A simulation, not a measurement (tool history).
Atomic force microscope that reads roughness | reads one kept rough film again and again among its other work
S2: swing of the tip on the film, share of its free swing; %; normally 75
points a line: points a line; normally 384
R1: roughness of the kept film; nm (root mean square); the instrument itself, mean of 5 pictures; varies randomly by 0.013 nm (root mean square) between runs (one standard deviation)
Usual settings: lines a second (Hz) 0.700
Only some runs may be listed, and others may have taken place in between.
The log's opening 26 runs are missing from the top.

{"run": 27, "day": 20.133, "lines a second (Hz)": 0.7, "S2": 75, "points a line": 384, "R1": 2.912}
{"run": 28, "day": 20.858, "lines a second (Hz)": 2.313, "S2": 80, "points a line": 657, "R1": 2.63}
{"run": 29, "day": 21.521, "lines a second (Hz)": 3.018, "S2": 88, "points a line": 384, "R1": 2.393}
{"run": 30, "day": 22.017, "lines a second (Hz)": 1.112, "S2": 82, "points a line": 833, "R1": 2.747}
{"run": 31, "day": 23.083, "lines a second (Hz)": 0.893, "S2": 70, "points a line": 460, "R1": 2.786}
{"run": 32, "day": 24.158, "lines a second (Hz)": 0.751, "S2": 79, "points a line": 530, "R1": 2.716}
{"run": 33, "day": 24.992, "lines a second (Hz)": 0.91, "S2": 75, "points a line": 935, "R1": 2.675}
{"run": 34, "day": 26.067, "lines a second (Hz)": 2.474, "S2": 74, "points a line": 468, "R1": 2.48}
{"run": 35, "day": 27.067, "lines a second (Hz)": 0.7, "S2": 75, "points a line": 601, "R1": 2.621}
{"run": 36, "day": 27.992, "lines a second (Hz)": 0.7, "S2": 75, "points a line": 601, "R1": 2.589}
{"day": 28.688, "done": "new tip fitted"}
{"run": 37, "day": 28.788, "lines a second (Hz)": 1.914, "S2": 79, "points a line": 384, "R1": 2.839}
{"run": 38, "day": 29.929, "lines a second (Hz)": 0.748, "S2": 61, "points a line": 843, "R1": 3.01}
{"run": 39, "day": 30.912, "lines a second (Hz)": 0.63, "S2": 62, "points a line": 339, "R1": 2.945}
{"run": 40, "day": 31.808, "lines a second (Hz)": 0.548, "S2": 84, "points a line": 339, "R1": 2.847}
{"run": 41, "day": 32.296, "lines a second (Hz)": 0.548, "S2": 84, "points a line": 339, "R1": 2.836}

Run 42 has not been measured yet. What should we expect?
{"run": 42, "day": 32.858, "lines a second (Hz)": 0.548, "S2": 84, "points a line": 339, "R1": "?"}

{"run 42": {"R1": 2.772}}
Take away the tool's hidden state, keep the run-to-run variation as it was, and the same run would have given R1 3.011 nm (root mean square).
